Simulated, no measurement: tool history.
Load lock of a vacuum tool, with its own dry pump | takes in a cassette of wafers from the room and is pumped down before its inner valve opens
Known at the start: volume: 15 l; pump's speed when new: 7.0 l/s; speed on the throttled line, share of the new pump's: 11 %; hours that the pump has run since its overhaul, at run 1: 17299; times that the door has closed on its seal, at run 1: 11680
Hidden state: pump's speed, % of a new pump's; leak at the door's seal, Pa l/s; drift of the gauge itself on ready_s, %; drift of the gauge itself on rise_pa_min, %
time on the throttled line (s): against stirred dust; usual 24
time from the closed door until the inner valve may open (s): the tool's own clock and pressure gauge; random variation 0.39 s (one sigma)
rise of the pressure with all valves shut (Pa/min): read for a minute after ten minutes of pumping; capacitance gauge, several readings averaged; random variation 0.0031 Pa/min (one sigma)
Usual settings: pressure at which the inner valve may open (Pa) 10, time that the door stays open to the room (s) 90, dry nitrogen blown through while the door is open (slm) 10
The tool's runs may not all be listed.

run	hour	time on the throttled line (s)	pressure at which the inner valve may open (Pa)	time that the door stays open to the room (s)	dry nitrogen blown through while the door is open (slm)	hours that the pump has run since its overhaul	times that the door has closed on its seal	incoming humidity of the room's air, %	time from the closed door until the inner valve may open (s)	rise of the pressure with all valves shut (Pa/min)
1	0	24	10	90	10	17299	11680	44	45.6	0.211
2	195.9	24	10	26	10	17495	11909	45.4	45.7	0.179
3	425.6	24	10	26	10	17725	12178	46.8	45.8	0.183
4	820.4	24	10	26	10	18119	12639	44.1	45.8	0.189
5	1085.1	24	10	26	10	18384	12948	43.8	45.7	0.194
6	1254.4	24	10	26	10	18553	13146	44.2	45.3	0.198
7	1594.2	15	13	153	10	18893	13543	43.1	37.7	0.269
8	1778	15	13	153	10	19077	13758	40.8	36.8	0.252
9	2166.8	24	12	50	10	19466	14212	44.4	45.4	0.23
# hour 2290.3: dry pump taken out, an overhauled one fitted
10	2427.7	24	12	50	10	137	14510	44.6	41.2	0.233
11	2766	24	12	34	22	476	14905	45.4	41.3	0.221
12	2970.2	24	12	34	22	680	15144	46.2	40.5	0.22

Forecast each of these 5 alternatives for the next run:
A	3242.6	24	7	90	10	952	15462	42.2	?	?
B	3242.6	15	8	90	10	952	15462	47.3	?	?
C	3242.6	21	10	227	38	952	15462	46.6	?	?
D	3242.6	19	10	51	18	952	15462	47.5	?	?
E	3242.6	13	19	34	22	952	15462	45.9	?	?

run	time from the closed door until the inner valve may open (s)	rise of the pressure with all valves shut (Pa/min)
A	42.6	0.259
B	34.3	0.28
C	38.7	0.268
D	36.9	0.242
E	31.1	0.234
Without the tool's hidden state the same runs would have given:
run	time from the closed door until the inner valve may open (s)	rise of the pressure with all valves shut (Pa/min)
A	42.6	0.08
B	34.3	0.1
C	38.7	0.086
D	36.9	0.061
E	31.1	0.051

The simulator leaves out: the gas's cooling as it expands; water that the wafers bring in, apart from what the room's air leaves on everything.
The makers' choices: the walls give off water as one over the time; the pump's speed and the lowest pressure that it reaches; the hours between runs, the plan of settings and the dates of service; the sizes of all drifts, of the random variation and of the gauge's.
